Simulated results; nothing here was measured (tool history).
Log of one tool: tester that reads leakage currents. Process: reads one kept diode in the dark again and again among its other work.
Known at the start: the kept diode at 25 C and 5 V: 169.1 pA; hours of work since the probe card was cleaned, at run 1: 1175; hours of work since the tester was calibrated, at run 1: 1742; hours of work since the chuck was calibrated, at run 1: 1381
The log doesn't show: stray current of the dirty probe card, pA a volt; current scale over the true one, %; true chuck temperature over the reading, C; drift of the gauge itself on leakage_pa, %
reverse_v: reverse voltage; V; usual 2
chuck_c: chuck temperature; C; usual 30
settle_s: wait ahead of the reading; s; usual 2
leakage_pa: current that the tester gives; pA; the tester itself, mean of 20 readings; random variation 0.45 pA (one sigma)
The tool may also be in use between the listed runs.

| run | hour | reverse_v | chuck_c | settle_s | hours of work since the probe card was cleaned | hours of work since the tester was calibrated | hours of work since the chuck was calibrated | leakage_pa |
|---|---|---|---|---|---|---|---|---|
| 1 | 0 | 2 | 30 | 2 | 1175 | 1742 | 1381 | 172.81 |
| 2 | 57.5 | 2 | 30 | 2 | 1211 | 1778 | 1418 | 173.07 |
| 3 | 105 | 2 | 30 | 2 | 1241 | 1808 | 1448 | 172.2 |
| 4 | 169.4 | 2 | 30 | 2 | 1281 | 1848 | 1488 | 172.76 |
| 5 | 223.6 | 2 | 30 | 2 | 1316 | 1883 | 1522 | 174.04 |
| 6 | 270.9 | 2 | 30 | 2 | 1345 | 1912 | 1552 | 174.7 |
|  | 319.1 | chuck's temperature calibrated |
| 7 | 340.9 | 2 | 30 | 2 | 1388 | 1955 | 14 | 182.41 |
| 8 | 384.4 | 2 | 30 | 2 | 1416 | 1983 | 41 | 181.65 |
| 9 | 444.3 | 2 | 30 | 2 | 1453 | 2020 | 79 | 183.3 |
| 10 | 525.8 | 2 | 30 | 2 | 1505 | 2072 | 130 | 184.34 |
| 11 | 607.2 | 2 | 30 | 2 | 1556 | 2123 | 182 | 185.02 |
|  | 614.8 | chuck's temperature calibrated, once more |
| 12 | 666 | 2 | 30 | 2 | 1592 | 2159 | 32 | 154 |
| 13 | 737.9 | 2 | 30 | 2 | 1637 | 2204 | 78 | 155.74 |
| 14 | 810.3 | 2 | 30 | 2 | 1683 | 2250 | 123 | 155.02 |
| 15 | 878.6 | 2 | 30 | 2 | 1726 | 2293 | 166 | 156.44 |
| 16 | 924.8 | 2 | 56 | 2 | 1755 | 2322 | 195 | 963.23 |
| 17 | 1002.9 | 2 | 56 | 5.96 | 1804 | 2371 | 245 | 964.93 |
| 18 | 1052.4 | 2 | 56 | 5.96 | 1836 | 2402 | 276 | 956.81 |
| 19 | 1108.1 | 2 | 56 | 5.96 | 1871 | 2438 | 311 | 969.53 |
| 20 | 1154.5 | 2 | 56 | 5.96 | 1900 | 2467 | 340 | 968.14 |
| 21 | 1218.2 | 6.18 | 42 | 0.3 | 1940 | 2507 | 380 | 721.55 |
| 22 | 1261.9 | 6.18 | 42 | 0.3 | 1968 | 2534 | 408 | 723.6 |
| 23 | 1342.3 | 6.18 | 42 | 0.3 | 2018 | 2585 | 458 | 724 |
| 24 | 1418.5 | 6.18 | 42 | 0.3 | 2066 | 2633 | 507 | 729.54 |
| 25 | 1471.8 | 6.54 | 44 | 5.5 | 2100 | 2667 | 540 | 864.11 |
| 26 | 1535.3 | 10.66 | 23 | 0.36 | 2140 | 2707 | 580 | 252.77 |
|  | 1599.3 | tester calibrated |
| 27 | 1612.4 | 3.91 | 43 | 0.3 | 2187 | 8 | 628 | 604.1 |
| 28 | 1682.6 | 12.8 | 43 | 1.69 | 2231 | 53 | 672 | 1172.82 |
| 29 | 1752.2 | 1.77 | 44 | 1.26 | 2275 | 96 | 716 | 416.68 |
| 30 | 1799.8 | 1.77 | 44 | 1.26 | 2305 | 126 | 746 | 419.22 |
| 31 | 1864.7 | 1.77 | 36 | 0.73 | 2346 | 167 | 787 | 240.28 |
| 32 | 1949.6 | 16.06 | 45 | 3.33 | 2400 | 221 | 840 | 1548.63 |
| 33 | 2024.9 | 16.06 | 45 | 3.33 | 2447 | 268 | 887 | 1556.78 |
| 34 | 2081.7 | 17.54 | 51 | 2.36 | 2483 | 304 | 923 | 2456.6 |
| 35 | 2143.5 | 2 | 30 | 1.08 | 2522 | 343 | 962 | 167.02 |
| 36 | 2197.4 | 4.96 | 45 | 2 | 2556 | 377 | 996 | 809.11 |
| 37 | 2272.4 | 6.96 | 33 | 1.99 | 2603 | 424 | 1043 | 423.47 |
| 38 | 2325.6 | 6.96 | 33 | 0.6 | 2637 | 458 | 1077 | 429.58 |
| 39 | 2388.5 | 4.4 | 33 | 4.41 | 2676 | 497 | 1117 | 330.44 |
| 40 | 2432.6 | 4.4 | 33 | 4.41 | 2704 | 525 | 1144 | 331.87 |

4 ways to go on from here, each from the tool as it stands after run 40. What would each give?
| A | 2510 | 3.82 | 27 | 0.41 | 2753 | 574 | 1193 | ? |
| B | 2510 | 5.13 | 30 | 0.63 | 2753 | 574 | 1193 | ? |
| C | 2510 | 3.43 | 28 | 0.89 | 2753 | 574 | 1193 | ? |
| D | 2510 | 2 | 30 | 2.52 | 2753 | 574 | 1193 | ? |

| run | leakage_pa |
|---|---|
| A | 199.01 |
| B | 291.61 |
| C | 200.04 |
| D | 170.95 |
Without the tool's hidden state the same runs would have given:
| run | leakage_pa |
|---|---|
| A | 172.11 |
| B | 253.1 |
| C | 173.37 |
| D | 149.12 |

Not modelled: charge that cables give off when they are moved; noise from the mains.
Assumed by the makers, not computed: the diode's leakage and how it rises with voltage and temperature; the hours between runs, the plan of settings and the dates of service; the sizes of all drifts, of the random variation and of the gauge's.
